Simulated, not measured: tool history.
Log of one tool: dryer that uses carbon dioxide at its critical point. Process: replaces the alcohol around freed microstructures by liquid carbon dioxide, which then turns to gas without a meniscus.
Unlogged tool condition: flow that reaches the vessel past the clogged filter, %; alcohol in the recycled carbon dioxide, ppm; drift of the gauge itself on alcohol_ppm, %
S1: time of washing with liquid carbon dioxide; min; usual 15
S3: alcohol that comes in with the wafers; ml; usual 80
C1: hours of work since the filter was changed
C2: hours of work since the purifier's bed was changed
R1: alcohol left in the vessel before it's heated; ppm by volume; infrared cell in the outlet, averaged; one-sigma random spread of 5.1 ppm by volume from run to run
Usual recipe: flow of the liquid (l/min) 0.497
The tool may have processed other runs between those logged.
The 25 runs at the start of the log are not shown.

run 26 hour=1121.0 | S1=14 flow_of_the_liquid_(l/min)=0.406 S3=80 | C1=124 C2=580 | R1=647
run 27 hour=1164.0 | S1=14 flow_of_the_liquid_(l/min)=0.406 S3=80 | C1=156 C2=612 | R1=694
-- hour=1172.1 purifier's bed changed
run 28 hour=1220.4 | S1=10 flow_of_the_liquid_(l/min)=0.733 S3=111 | C1=197 C2=37 | R1=187
run 29 hour=1278.7 | S1=14 flow_of_the_liquid_(l/min)=0.672 S3=88 | C1=241 C2=81 | R1=47
run 30 hour=1333.5 | S1=13 flow_of_the_liquid_(l/min)=0.622 S3=100 | C1=282 C2=122 | R1=143
run 31 hour=1380.7 | S1=13 flow_of_the_liquid_(l/min)=0.622 S3=100 | C1=318 C2=158 | R1=174
run 32 hour=1413.3 | S1=10 flow_of_the_liquid_(l/min)=0.337 S3=119 | C1=343 C2=182 | R1=7636
run 33 hour=1470.8 | S1=10 flow_of_the_liquid_(l/min)=0.614 S3=119 | C1=386 C2=226 | R1=897
-- hour=1514.9 inlet filter changed
run 34 hour=1522.7 | S1=11 flow_of_the_liquid_(l/min)=0.663 S3=109 | C1=6 C2=265 | R1=198
run 35 hour=1561.9 | S1=10 flow_of_the_liquid_(l/min)=0.497 S3=49 | C1=36 C2=294 | R1=551
run 36 hour=1604.6 | S1=13 flow_of_the_liquid_(l/min)=0.493 S3=80 | C1=68 C2=326 | R1=324
run 37 hour=1636.6 | S1=19 flow_of_the_liquid_(l/min)=0.366 S3=45 | C1=92 C2=351 | R1=187
run 38 hour=1685.0 | S1=16 flow_of_the_liquid_(l/min)=0.425 S3=43 | C1=129 C2=387 | R1=214
run 39 hour=1738.4 | S1=15 flow_of_the_liquid_(l/min)=0.415 S3=80 | C1=169 C2=428 | R1=450

Forecast each of these 3 alternatives for the next run:
run A hour=1803.0 | S1=15 flow_of_the_liquid_(l/min)=0.415 S3=40 | C1=218 C2=477 | R1=?
run B hour=1803.0 | S1=15 flow_of_the_liquid_(l/min)=0.416 S3=62 | C1=218 C2=477 | R1=?
run C hour=1803.0 | S1=11 flow_of_the_liquid_(l/min)=0.497 S3=80 | C1=218 C2=477 | R1=?

run=A R1=322
run=B R1=428
run=C R1=839
With the hidden condition removed and each run's random variation left untouched, the same runs would have given:
run=A R1=111
run=B R1=178
run=C R1=445

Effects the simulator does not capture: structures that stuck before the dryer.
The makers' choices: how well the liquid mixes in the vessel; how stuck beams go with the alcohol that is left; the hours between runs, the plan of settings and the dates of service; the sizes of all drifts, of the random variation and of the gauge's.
